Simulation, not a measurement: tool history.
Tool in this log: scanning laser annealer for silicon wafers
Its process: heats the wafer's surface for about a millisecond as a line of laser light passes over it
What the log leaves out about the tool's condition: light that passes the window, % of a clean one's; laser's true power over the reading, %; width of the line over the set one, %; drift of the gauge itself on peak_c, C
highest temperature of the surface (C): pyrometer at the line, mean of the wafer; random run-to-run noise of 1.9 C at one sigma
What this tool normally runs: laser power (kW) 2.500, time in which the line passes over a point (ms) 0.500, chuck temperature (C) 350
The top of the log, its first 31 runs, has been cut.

| run | hour | laser power (kW) | time in which the line passes over a point (ms) | chuck temperature (C) | hours of work since the window was cleaned | hours of work since the power meter was calibrated | hours of work since the optics were aligned | highest temperature of the surface (C) |
|---|---|---|---|---|---|---|---|---|
| 32 | 903.1 | 2.470 | 0.420 | 366 | 46 | 1404 | 256 | 1052 |
| 33 | 930.2 | 2.463 | 0.500 | 377 | 64 | 1422 | 274 | 1126 |
| 34 | 969.7 | 2.500 | 0.428 | 336 | 90 | 1449 | 301 | 1032 |
| 35 | 1001.0 | 2.500 | 0.498 | 384 | 112 | 1470 | 322 | 1139 |
| 36 | 1033.6 | 2.500 | 0.498 | 384 | 134 | 1492 | 344 | 1138 |
| 37 | 1057.9 | 2.500 | 0.443 | 355 | 150 | 1508 | 360 | 1054 |
| 38 | 1092.6 | 2.500 | 0.443 | 355 | 173 | 1532 | 383 | 1055 |
| 39 | 1110.3 | 2.500 | 0.443 | 355 | 185 | 1544 | 395 | 1051 |
| 40 | 1132.9 | 2.500 | 0.404 | 350 | 201 | 1559 | 411 | 1011 |

Each row is a separate what-if for the run after 40, all from the same tool condition, not one after another. Results?
| A | 1153.5 | 2.362 | 0.404 | 350 | 214 | 1573 | 425 | ? |
| B | 1153.5 | 2.331 | 0.386 | 350 | 214 | 1573 | 425 | ? |
| C | 1153.5 | 2.500 | 0.616 | 387 | 214 | 1573 | 425 | ? |

| run | highest temperature of the surface (C) |
|---|---|
| A | 965 |
| B | 949 |
| C | 1221 |
With no hidden state in the tool, these same runs would have given:
| run | highest temperature of the surface (C) |
|---|---|
| A | 1007 |
| B | 989 |
| C | 1278 |
